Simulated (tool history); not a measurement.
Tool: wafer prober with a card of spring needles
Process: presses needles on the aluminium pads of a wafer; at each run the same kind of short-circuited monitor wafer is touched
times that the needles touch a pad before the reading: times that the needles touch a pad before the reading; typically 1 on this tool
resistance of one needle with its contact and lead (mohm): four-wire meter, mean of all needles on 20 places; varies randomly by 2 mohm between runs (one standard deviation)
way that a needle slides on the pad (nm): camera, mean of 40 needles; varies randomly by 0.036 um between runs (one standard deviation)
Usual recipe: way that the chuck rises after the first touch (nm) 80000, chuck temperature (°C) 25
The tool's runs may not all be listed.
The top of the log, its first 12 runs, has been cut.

run	hour	way that the chuck rises after the first touch (nm)	chuck temperature (°C)	times that the needles touch a pad before the reading	resistance of one needle with its contact and lead (mohm)	way that a needle slides on the pad (nm)
# hour 89.2: tips cleaned on abrasive film
13	90.5	80000	25	1	222	17780
14	97.0	80000	25	1	233	17820
15	101.7	80000	25	1	237	17810
16	111.0	80000	25	1	246	17780
17	117.0	80000	25	1	250	17850
18	127.5	80000	88	1	265	17830
19	132.7	80000	88	1	272	17740
# hour 133.8: tips cleaned on abrasive film
20	138.9	80000	73	1	239	17830
21	148.8	80000	73	1	248	17780
22	157.4	66000	94	2	254	14640
23	167.3	91000	57	1	256	20290
# hour 178.3: tips cleaned on abrasive film
24	178.3	84000	86	1	233	18640
25	186.3	98000	25	1	227	21780
26	195.2	98000	25	1	237	21880
27	202.4	81000	25	1	247	17960
28	210.8	78000	28	1	255	17340
29	221.4	81000	41	1	260	18010
# hour 222.7: tips cleaned on abrasive film
30	227.1	80000	43	1	229	17820
31	238.0	80000	43	1	244	17710
32	244.2	63000	35	1	258	13970
33	249.7	94000	35	2	235	20880

Consider 4 possible next runs. They are alternatives, not a sequence: every one starts from the tool as it was left by run 33. What does each give?
A	259.5	99000	35	2	?	?
B	259.5	70000	35	1	?	?
C	259.5	94000	58	1	?	?
D	259.5	97000	69	1	?	?

run	resistance of one needle with its contact and lead (mohm)	way that a needle slides on the pad (nm)
A	236	21990
B	263	15540
C	256	20910
D	260	21540
With no hidden state in the tool, these same runs would have given:
run	resistance of one needle with its contact and lead (mohm)	way that a needle slides on the pad (nm)
A	216	22100
B	216	15650
C	222	21030
D	226	21650

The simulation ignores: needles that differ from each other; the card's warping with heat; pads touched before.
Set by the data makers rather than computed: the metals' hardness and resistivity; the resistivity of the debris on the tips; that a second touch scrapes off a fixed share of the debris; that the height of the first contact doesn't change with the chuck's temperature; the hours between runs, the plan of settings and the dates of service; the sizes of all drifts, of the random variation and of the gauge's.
